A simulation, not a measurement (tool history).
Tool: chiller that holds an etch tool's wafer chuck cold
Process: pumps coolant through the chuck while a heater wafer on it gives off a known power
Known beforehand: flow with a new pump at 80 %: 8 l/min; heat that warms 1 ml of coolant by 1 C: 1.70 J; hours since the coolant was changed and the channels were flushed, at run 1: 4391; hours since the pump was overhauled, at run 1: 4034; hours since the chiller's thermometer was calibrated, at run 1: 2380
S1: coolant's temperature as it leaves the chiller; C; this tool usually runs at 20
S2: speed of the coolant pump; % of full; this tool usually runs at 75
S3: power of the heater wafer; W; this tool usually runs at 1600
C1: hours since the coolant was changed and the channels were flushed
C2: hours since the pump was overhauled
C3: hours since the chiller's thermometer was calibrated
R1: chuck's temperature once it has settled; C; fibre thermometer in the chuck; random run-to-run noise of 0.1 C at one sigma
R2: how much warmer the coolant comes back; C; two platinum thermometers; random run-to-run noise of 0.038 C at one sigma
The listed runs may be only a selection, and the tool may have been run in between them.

{"run": 1, "hour": 0.0, "S1": 20, "S2": 75, "S3": 1600, "C1": 4391, "C2": 4034, "C3": 2380, "R1": 45.4, "R2": 8.69}
{"run": 2, "hour": 131.1, "S1": 20, "S2": 67, "S3": 1600, "C1": 4522, "C2": 4165, "C3": 2511, "R1": 47.3, "R2": 9.74}
{"run": 3, "hour": 250.2, "S1": 20, "S2": 75, "S3": 1600, "C1": 4641, "C2": 4284, "C3": 2630, "R1": 45.8, "R2": 8.67}
{"run": 4, "hour": 409.6, "S1": 20, "S2": 75, "S3": 1600, "C1": 4801, "C2": 4444, "C3": 2790, "R1": 46.0, "R2": 8.72}
{"run": 5, "hour": 608.2, "S1": 20, "S2": 75, "S3": 1600, "C1": 4999, "C2": 4642, "C3": 2988, "R1": 46.3, "R2": 8.84}
{"run": 6, "hour": 796.4, "S1": 20, "S2": 75, "S3": 1600, "C1": 5187, "C2": 4830, "C3": 3176, "R1": 46.2, "R2": 8.81}
{"run": 7, "hour": 907.9, "S1": 12, "S2": 78, "S3": 1600, "C1": 5299, "C2": 4942, "C3": 3288, "R1": 38.1, "R2": 8.43}
{"run": 8, "hour": 1068.8, "S1": 18, "S2": 70, "S3": 2394, "C1": 5460, "C2": 5103, "C3": 3449, "R1": 59.4, "R2": 14.22}
{"run": 9, "hour": 1251.4, "S1": 18, "S2": 70, "S3": 2394, "C1": 5642, "C2": 5285, "C3": 3631, "R1": 59.7, "R2": 14.34}

Estimate the outcome of run 10 from the log above:
{"hour": 1392.9, "done": "chiller's thermometer calibrated"}
{"run": 10, "hour": 1468.3, "S1": 18, "S2": 70, "S3": 2394, "C1": 5858, "C2": 5501, "C3": 75, "R1": "?", "R2": "?"}

R1: 59.2 C
R2: 14.42 C
If the tool had no hidden condition, the same run with the same run-to-run variation would have returned R1 51.0 C, R2 12.15 C.
